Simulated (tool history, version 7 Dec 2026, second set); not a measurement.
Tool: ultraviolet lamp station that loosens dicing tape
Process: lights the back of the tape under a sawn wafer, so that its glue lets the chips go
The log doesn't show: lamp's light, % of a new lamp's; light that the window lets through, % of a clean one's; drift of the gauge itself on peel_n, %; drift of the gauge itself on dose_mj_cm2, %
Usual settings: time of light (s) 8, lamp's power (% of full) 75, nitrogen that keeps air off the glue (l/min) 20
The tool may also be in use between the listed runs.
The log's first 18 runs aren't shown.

run    hour  time of light (s)  lamp's power (% of full)  nitrogen that keeps air off the glue (l/min)  hours of work of the lamp  hours of work since the window was cleaned  force that peels the tape off (N)  light that reached the tape (mJ/cm²)
 19   941.1                  8                        85                                            16                       1364                                         512                              0.743                                   175
 20  1006.1                  4                        85                                            16                       1393                                         541                              1.514                                    86
 21  1035.1                  6                        75                                            20                       1406                                         554                              1.152                                   112
     1044.8  -- window cleaned of glue's vapour
 22  1076.3                  7                        70                                            20                       1423                                          14                              0.918                                   143
 23  1107.3                  7                        96                                            20                       1437                                          28                              0.607                                   197
 24  1143.6                 10                        65                                             6                       1453                                          43                              1.113                                   186
 25    1191                 10                        65                                             6                       1474                                          64                              1.109                                   184
 26  1232.3                  5                        90                                             7                       1492                                          82                              1.376                                   123
 27  1268.5                  8                        63                                            20                       1508                                          98                              0.961                                   142
 28  1297.6                  7                        84                                            12                       1521                                         111                               0.94                                   164
 29  1362.2                 13                        84                                            26                       1549                                         140                              0.309                                   301
 30  1430.2                  7                        98                                            38                       1579                                         169                              0.509                                   186
 31  1475.6                 14                        98                                            17                       1599                                         189                              0.291                                   362
 32  1505.5                 14                        79                                             9                       1612                                         203                              0.527                                   292
 33  1553.8                  7                        79                                            37                       1633                                         224                              0.721                                   146
 34  1598.3                 11                        76                                            11                       1653                                         243                              0.732                                   213
 35  1627.1                 11                        76                                            11                       1666                                         256                              0.715                                   214
 36  1675.7                 11                        76                                            11                       1687                                         277                              0.721                                   208
 37  1740.1                 11                        76                                            11                       1715                                         306                              0.746                                   208
 38  1776.1                  8                        67                                             7                       1731                                         321                              1.427                                   128
 39  1806.7                  5                        98                                            10                       1745                                         335                              1.383                                   118
 40  1850.2                  5                        98                                            10                       1764                                         354                              1.419                                   114
 41  1913.2                  5                        98                                            10                       1791                                         382                              1.467                                   113
 42  1948.8                  7                        75                                             7                       1807                                         397                              1.484                                   124

Forecast each of these 4 alternatives for the next run:
  A  1995.9                  4                        62                                            10                       1828                                         418                                  ?                                     ?
  B  1995.9                 11                        92                                            17                       1828                                         418                                  ?                                     ?
  C  1995.9                  8                        64                                            21                       1828                                         418                                  ?                                     ?
  D  1995.9                  7                        68                                            22                       1828                                         418                                  ?                                     ?

run  force that peels the tape off (N)  light that reached the tape (mJ/cm²)
  A                               2.12                                    58
  B                              0.521                                   234
  C                              1.065                                   118
  D                              1.159                                   104
Without the tool's hidden state the same runs would have given:
run  force that peels the tape off (N)  light that reached the tape (mJ/cm²)
  A                              1.512                                   105
  B                              0.246                                   428
  C                              0.504                                   215
  D                              0.564                                   194
